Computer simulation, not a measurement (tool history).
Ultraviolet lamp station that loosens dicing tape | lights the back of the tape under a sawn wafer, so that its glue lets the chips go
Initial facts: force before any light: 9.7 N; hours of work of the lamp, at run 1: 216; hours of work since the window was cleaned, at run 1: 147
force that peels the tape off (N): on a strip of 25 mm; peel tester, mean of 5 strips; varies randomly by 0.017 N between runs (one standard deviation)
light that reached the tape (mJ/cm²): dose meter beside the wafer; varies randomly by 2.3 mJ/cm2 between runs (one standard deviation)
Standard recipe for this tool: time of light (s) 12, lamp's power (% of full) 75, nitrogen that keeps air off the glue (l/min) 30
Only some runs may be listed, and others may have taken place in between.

run	day	time of light (s)	lamp's power (% of full)	nitrogen that keeps air off the glue (l/min)	hours of work of the lamp	hours of work since the window was cleaned	force that peels the tape off (N)	light that reached the tape (mJ/cm²)
1	0.000	12	75	30	216	147	1.069	197
2	0.533	12	75	30	224	155	1.122	191
3	1.125	12	75	30	233	164	1.171	193
4	1.638	12	75	30	241	172	1.131	193
5	2.042	12	75	15	247	178	1.949	189
6	2.488	12	75	15	254	185	2.043	183
7	2.821	12	75	15	259	190	2.037	190
8	3.338	12	75	23	267	198	1.558	187
9	3.629	12	75	30	272	203	1.247	190
10	3.929	12	75	30	277	208	1.249	186
11	4.258	12	75	30	282	213	1.262	180
12	4.679	12	75	30	288	219	1.289	183
13	4.992	12	75	57	293	224	0.795	181
14	5.538	12	75	57	302	233	0.788	183
15	6.021	12	75	57	309	240	0.798	181
16	6.492	12	90	30	317	247	0.903	217
17	6.771	12	90	30	321	252	0.933	217
18	7.312	12	71	30	329	260	1.537	167
19	7.842	12	75	35	338	268	1.261	181
20	8.250	12	75	35	344	275	1.273	173
21	8.533	12	75	35	348	279	1.231	175
22	9.117	20	67	49	357	288	0.377	261
23	9.621	12	88	30	365	296	1.043	197
24	10.179	12	80	30	374	305	1.273	180
# day 10.392: window cleaned of glue's vapour
25	10.467	12	80	30	378	1	0.869	218
26	10.721	7	76	59	382	5	1.786	119
27	11.038	15	76	59	387	10	0.327	256
28	11.412	11	76	23	393	16	1.519	186
29	11.929	11	76	23	401	24	1.518	186
30	12.346	12	65	30	407	30	1.382	174
31	12.667	20	68	9	412	35	1.319	302
32	13.146	20	68	9	420	43	1.361	295
33	13.633	20	80	9	427	50	0.970	353
34	13.929	7	65	10	432	55	4.839	100

Branching from run 34: 4 alternative next runs. What would each branch give?
A	14.458	6	75	30	440	63	?	?
B	14.458	11	77	10	440	63	?	?
C	14.458	12	100	12	440	63	?	?
D	14.458	12	75	40	440	63	?	?

run	force that peels the tape off (N)	light that reached the tape (mJ/cm²)
A	3.263	99
B	2.710	183
C	1.351	259
D	0.920	197
Stripped of hidden state, with their random variation kept, the same runs would have yielded:
run	force that peels the tape off (N)	light that reached the tape (mJ/cm²)
A	2.745	115
B	2.215	212
C	1.002	300
D	0.651	228
